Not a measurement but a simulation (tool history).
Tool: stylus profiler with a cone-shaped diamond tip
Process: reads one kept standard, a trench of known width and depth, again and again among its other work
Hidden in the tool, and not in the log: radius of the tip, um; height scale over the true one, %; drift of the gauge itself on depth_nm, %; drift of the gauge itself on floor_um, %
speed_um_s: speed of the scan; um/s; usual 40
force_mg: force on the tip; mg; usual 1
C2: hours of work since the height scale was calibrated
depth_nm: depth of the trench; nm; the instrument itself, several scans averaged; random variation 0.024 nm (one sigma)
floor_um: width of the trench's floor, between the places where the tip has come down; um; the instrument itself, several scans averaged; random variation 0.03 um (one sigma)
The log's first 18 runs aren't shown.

{"run": 19, "hour": 271.7, "speed_um_s": 40, "force_mg": 0.57, "scans with this tip": 5023, "C2": 490, "depth_nm": 100.33, "floor_um": 18.04}
{"run": 20, "hour": 285.3, "speed_um_s": 40, "force_mg": 0.57, "scans with this tip": 5093, "C2": 496, "depth_nm": 100.32, "floor_um": 18.06}
{"run": 21, "hour": 305.5, "speed_um_s": 10, "force_mg": 2.54, "scans with this tip": 5196, "C2": 507, "depth_nm": 101.21, "floor_um": 18.52}
{"run": 22, "hour": 320.8, "speed_um_s": 50, "force_mg": 1.6, "scans with this tip": 5274, "C2": 514, "depth_nm": 100.85, "floor_um": 18.13}
{"run": 23, "hour": 336.5, "speed_um_s": 159, "force_mg": 1.75, "scans with this tip": 5355, "C2": 522, "depth_nm": 100.89, "floor_um": 17.46}
{"run": 24, "hour": 354.5, "speed_um_s": 159, "force_mg": 0.71, "scans with this tip": 5446, "C2": 531, "depth_nm": 100.46, "floor_um": 16.76}
{"run": 25, "hour": 375.0, "speed_um_s": 56, "force_mg": 0.99, "scans with this tip": 5551, "C2": 541, "depth_nm": 100.59, "floor_um": 18}
{"run": 26, "hour": 385.7, "speed_um_s": 28, "force_mg": 1.77, "scans with this tip": 5606, "C2": 546, "depth_nm": 100.9, "floor_um": 18.3}
{"run": 27, "hour": 396.6, "speed_um_s": 76, "force_mg": 1.17, "scans with this tip": 5661, "C2": 552, "depth_nm": 100.66, "floor_um": 17.84}
{"run": 28, "hour": 413.4, "speed_um_s": 40, "force_mg": 0.38, "scans with this tip": 5747, "C2": 560, "depth_nm": 100.23, "floor_um": 17.92}
{"run": 29, "hour": 423.1, "speed_um_s": 40, "force_mg": 0.38, "scans with this tip": 5797, "C2": 565, "depth_nm": 100.23, "floor_um": 17.92}
{"run": 30, "hour": 434.8, "speed_um_s": 49, "force_mg": 1, "scans with this tip": 5857, "C2": 571, "depth_nm": 100.55, "floor_um": 18.02}
{"run": 31, "hour": 451.8, "speed_um_s": 49, "force_mg": 1, "scans with this tip": 5944, "C2": 579, "depth_nm": 100.58, "floor_um": 18.11}
{"run": 32, "hour": 465.7, "speed_um_s": 28, "force_mg": 1, "scans with this tip": 6015, "C2": 586, "depth_nm": 100.62, "floor_um": 18.22}
{"run": 33, "hour": 475.8, "speed_um_s": 13, "force_mg": 1.93, "scans with this tip": 6066, "C2": 591, "depth_nm": 100.97, "floor_um": 18.46}

4 ways to go on from here, each from the tool as it stands after run 33. What would each give?
{"run": "A", "hour": 495.1, "speed_um_s": 15, "force_mg": 0.49, "scans with this tip": 6165, "C2": 601, "depth_nm": "?", "floor_um": "?"}
{"run": "B", "hour": 495.1, "speed_um_s": 81, "force_mg": 0.58, "scans with this tip": 6165, "C2": 601, "depth_nm": "?", "floor_um": "?"}
{"run": "C", "hour": 495.1, "speed_um_s": 29, "force_mg": 1.98, "scans with this tip": 6165, "C2": 601, "depth_nm": "?", "floor_um": "?"}
{"run": "D", "hour": 495.1, "speed_um_s": 40, "force_mg": 0.34, "scans with this tip": 6165, "C2": 601, "depth_nm": "?", "floor_um": "?"}

run=A depth_nm=100.24 floor_um=18.29
run=B depth_nm=100.36 floor_um=17.49
run=C depth_nm=101.03 floor_um=18.29
run=D depth_nm=100.17 floor_um=17.87
Without the tool's hidden state the same runs would have given:
run=A depth_nm=100.43 floor_um=18.39
run=B depth_nm=100.54 floor_um=17.58
run=C depth_nm=101.21 floor_um=18.39
run=D depth_nm=100.35 floor_um=17.97
